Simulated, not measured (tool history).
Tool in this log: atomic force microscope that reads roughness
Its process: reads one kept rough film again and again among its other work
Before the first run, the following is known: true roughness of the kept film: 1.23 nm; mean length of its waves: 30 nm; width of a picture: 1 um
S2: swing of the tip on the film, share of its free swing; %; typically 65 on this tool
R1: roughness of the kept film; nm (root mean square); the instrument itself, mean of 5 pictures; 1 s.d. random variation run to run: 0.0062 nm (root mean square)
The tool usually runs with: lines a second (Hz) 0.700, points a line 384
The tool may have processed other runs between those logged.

Run 1, hour 0.0: usual settings. Result: R1 1.162 nm (root mean square).
Run 2, hour 26.1: usual settings. Result: R1 1.150 nm (root mean square).
Run 3, hour 39.9: usual settings. Result: R1 1.154 nm (root mean square).
Run 4, hour 61.7: usual settings. Result: R1 1.134 nm (root mean square).
Run 5, hour 77.1: usual settings but points a line 766. Result: R1 1.133 nm (root mean square).
Run 6, hour 97.5: usual settings but points a line 766. Result: R1 1.122 nm (root mean square).
Run 7, hour 115.9: usual settings. Result: R1 1.128 nm (root mean square).
Run 8, hour 135.8: usual settings. Result: R1 1.104 nm (root mean square).
Run 9, hour 162.1: usual settings. Result: R1 1.100 nm (root mean square).
Run 10, hour 187.3: usual settings. Result: R1 1.082 nm (root mean square).
Run 11, hour 215.6: usual settings. Result: R1 1.083 nm (root mean square).
Run 12, hour 241.7: usual settings but S2 69 %. Result: R1 1.065 nm (root mean square).
Run 13, hour 271.2: usual settings but S2 69 %. Result: R1 1.054 nm (root mean square).
At hour 277.6: new tip fitted.
Run 14, hour 293.9: usual settings but S2 57 %. Result: R1 1.159 nm (root mean square).
Run 15, hour 314.7: usual settings but S2 57 %. Result: R1 1.151 nm (root mean square).
Run 16, hour 337.9: usual settings but S2 57 %. Result: R1 1.147 nm (root mean square).
Run 17, hour 361.5: usual settings. Result: R1 1.120 nm (root mean square).
Run 18, hour 383.7: usual settings. Result: R1 1.124 nm (root mean square).
Run 19, hour 401.7: usual settings. Result: R1 1.106 nm (root mean square).
Run 20, hour 421.8: usual settings. Result: R1 1.106 nm (root mean square).
Run 21, hour 446.9: usual settings. Result: R1 1.095 nm (root mean square).
Run 22, hour 473.1: usual settings. Result: R1 1.075 nm (root mean square).
Run 23, hour 493.7: usual settings. Result: R1 1.080 nm (root mean square).
Run 24, hour 511.7: usual settings. Result: R1 1.072 nm (root mean square).
Run 25, hour 529.8: usual settings. Result: R1 1.067 nm (root mean square).
Run 26, hour 552.8: usual settings. Result: R1 1.056 nm (root mean square).
At hour 560.2: new tip fitted.
Run 27, hour 570.6: usual settings but points a line 900. Result: R1 1.166 nm (root mean square).
Run 28, hour 596.2: usual settings but lines a second (Hz) 0.835, points a line 904. Result: R1 1.155 nm (root mean square).
Run 29, hour 612.3: usual settings but lines a second (Hz) 0.560, S2 77 %, points a line 519. Result: R1 1.134 nm (root mean square).
Run 30, hour 641.3: usual settings but S2 80 %, points a line 761. Result: R1 1.118 nm (root mean square).
Run 31, hour 669.4: usual settings but S2 80 %, points a line 761. Result: R1 1.114 nm (root mean square).
Run 32, hour 683.9: usual settings but lines a second (Hz) 1.388, S2 55 %, points a line 269. Result: R1 1.109 nm (root mean square).
Run 33, hour 700.0: usual settings but lines a second (Hz) 1.388, S2 55 %, points a line 269. Result: R1 1.089 nm (root mean square).
Run 34, hour 712.3: usual settings but lines a second (Hz) 1.388, S2 74 %, points a line 269. Result: R1 1.058 nm (root mean square).
Run 35, hour 735.9: usual settings but lines a second (Hz) 1.388, S2 74 %, points a line 269. Result: R1 1.046 nm (root mean square).
Run 36, hour 760.0: usual settings but lines a second (Hz) 1.388, points a line 310. Result: R1 1.063 nm (root mean square).
Run 37, hour 779.9: usual settings but points a line 881. Result: R1 1.081 nm (root mean square).
Run 38, hour 807.8: usual settings but lines a second (Hz) 2.019, S2 67 %. Result: R1 1.035 nm (root mean square).
Run 39, hour 829.8: usual settings but lines a second (Hz) 0.575, S2 71 %, points a line 549. Result: R1 1.053 nm (root mean square).
At hour 843.0: new tip fitted.
Run 40, hour 843.0: usual settings but points a line 685. Result: R1 1.173 nm (root mean square).
Run 41, hour 864.1: usual settings but lines a second (Hz) 1.103. Result: R1 1.149 nm (root mean square).
Run 42, hour 878.2: usual settings but lines a second (Hz) 0.504, points a line 929. Result: R1 1.164 nm (root mean square).
Run 43, hour 902.5: usual settings but lines a second (Hz) 0.504, points a line 929. Result: R1 1.142 nm (root mean square).
Run 44, hour 920.8: usual settings but lines a second (Hz) 2.462, S2 74 %, points a line 709. Result: R1 1.073 nm (root mean square).
Run 45, hour 933.2: usual settings but lines a second (Hz) 3.431, S2 74 %, points a line 709. Result: R1 1.029 nm (root mean square).
Run 46, hour 956.1: usual settings but lines a second (Hz) 3.431, S2 74 %, points a line 709. Result: R1 1.017 nm (root mean square).
Run 47, hour 971.0: usual settings but points a line 355. Result: R1 1.107 nm (root mean square).
Run 48, hour 992.9: usual settings but lines a second (Hz) 3.756, S2 70 %, points a line 398. Result: R1 1.019 nm (root mean square).
Run 49, hour 1013.8: usual settings but lines a second (Hz) 1.073, S2 81 %, points a line 736. Result: R1 1.061 nm (root mean square).
Run 50, hour 1033.4: usual settings but lines a second (Hz) 0.942, S2 62 %, points a line 412. Result: R1 1.088 nm (root mean square).
Run 51, hour 1049.1: usual settings but lines a second (Hz) 0.507, S2 82 %, points a line 466. Result: R1 1.072 nm (root mean square).
Run 52, hour 1070.3: usual settings but lines a second (Hz) 0.937, S2 61 %, points a line 539. Result: R1 1.073 nm (root mean square).

Each row is a separate what-if for the run after 52, all from the same tool condition, not one after another. Results?
Run A, hour 1086.3: usual settings but lines a second (Hz) 1.320, S2 85 %, points a line 751. Result: R1 ?.
Run B, hour 1086.3: usual settings but points a line 330. Result: R1 ?.
Run C, hour 1086.3: usual settings but lines a second (Hz) 0.937, S2 87 %, points a line 539. Result: R1 ?.
Run D, hour 1086.3: usual settings but lines a second (Hz) 0.557, S2 60 %, points a line 444. Result: R1 ?.

run     R1
  A  1.017
  B  1.064
  C  1.024
  D  1.090
The same runs, with their run-to-run variation unchanged, on a tool lacking any hidden condition would have given:
run     R1
  A  1.118
  B  1.170
  C  1.126
  D  1.198
